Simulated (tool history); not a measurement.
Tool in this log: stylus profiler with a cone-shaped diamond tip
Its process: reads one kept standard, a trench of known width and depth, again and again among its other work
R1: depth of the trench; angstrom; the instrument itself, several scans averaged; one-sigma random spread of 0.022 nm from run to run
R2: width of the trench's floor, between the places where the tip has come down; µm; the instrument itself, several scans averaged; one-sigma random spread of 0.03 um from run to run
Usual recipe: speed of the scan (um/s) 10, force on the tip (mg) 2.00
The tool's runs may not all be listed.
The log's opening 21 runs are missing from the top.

run 22 hour=435.1 | speed_of_the_scan_(um/s)=12 force_on_the_tip_(mg)=4.27 | R1=1020.4 R2=47.73
run 23 hour=450.1 | speed_of_the_scan_(um/s)=12 force_on_the_tip_(mg)=4.27 | R1=1020.7 R2=47.69
run 24 hour=475.1 | speed_of_the_scan_(um/s)=10 force_on_the_tip_(mg)=1.84 | R1=1011.4 R2=47.66
run 25 hour=497.9 | speed_of_the_scan_(um/s)=6 force_on_the_tip_(mg)=0.78 | R1=1005.9 R2=47.72
run 26 hour=524.8 | speed_of_the_scan_(um/s)=5 force_on_the_tip_(mg)=5.42 | R1=1023.9 R2=47.65
run 27 hour=542.2 | speed_of_the_scan_(um/s)=5 force_on_the_tip_(mg)=5.42 | R1=1023.5 R2=47.76
run 28 hour=559.3 | speed_of_the_scan_(um/s)=5 force_on_the_tip_(mg)=5.42 | R1=1023.8 R2=47.69
run 29 hour=585.0 | speed_of_the_scan_(um/s)=9 force_on_the_tip_(mg)=1.11 | R1=1007.4 R2=47.65
run 30 hour=602.3 | speed_of_the_scan_(um/s)=7 force_on_the_tip_(mg)=4.39 | R1=1020.6 R2=47.64
run 31 hour=624.6 | speed_of_the_scan_(um/s)=35 force_on_the_tip_(mg)=0.94 | R1=1006.6 R2=47.38
run 32 hour=653.0 | speed_of_the_scan_(um/s)=35 force_on_the_tip_(mg)=0.94 | R1=1006.5 R2=47.31
run 33 hour=667.0 | speed_of_the_scan_(um/s)=35 force_on_the_tip_(mg)=0.94 | R1=1006.4 R2=47.38
run 34 hour=685.6 | speed_of_the_scan_(um/s)=24 force_on_the_tip_(mg)=5.77 | R1=1024.8 R2=47.66
run 35 hour=703.7 | speed_of_the_scan_(um/s)=24 force_on_the_tip_(mg)=5.77 | R1=1024.6 R2=47.61

Below are 3 alternative next runs, each starting from the tool's condition after run 35. Predict each:
run A hour=721.0 | speed_of_the_scan_(um/s)=5 force_on_the_tip_(mg)=1.75 | R1=? R2=?
run B hour=721.0 | speed_of_the_scan_(um/s)=6 force_on_the_tip_(mg)=0.77 | R1=? R2=?
run C hour=721.0 | speed_of_the_scan_(um/s)=37 force_on_the_tip_(mg)=1.45 | R1=? R2=?

run=A R1=1010.8 R2=47.62
run=B R1=1005.7 R2=47.61
run=C R1=1009.1 R2=47.43
The same runs, with their run-to-run variation unchanged, on a tool lacking any hidden condition would have given:
run=A R1=1012.1 R2=47.97
run=B R1=1006.9 R2=47.95
run=C R1=1010.3 R2=47.77
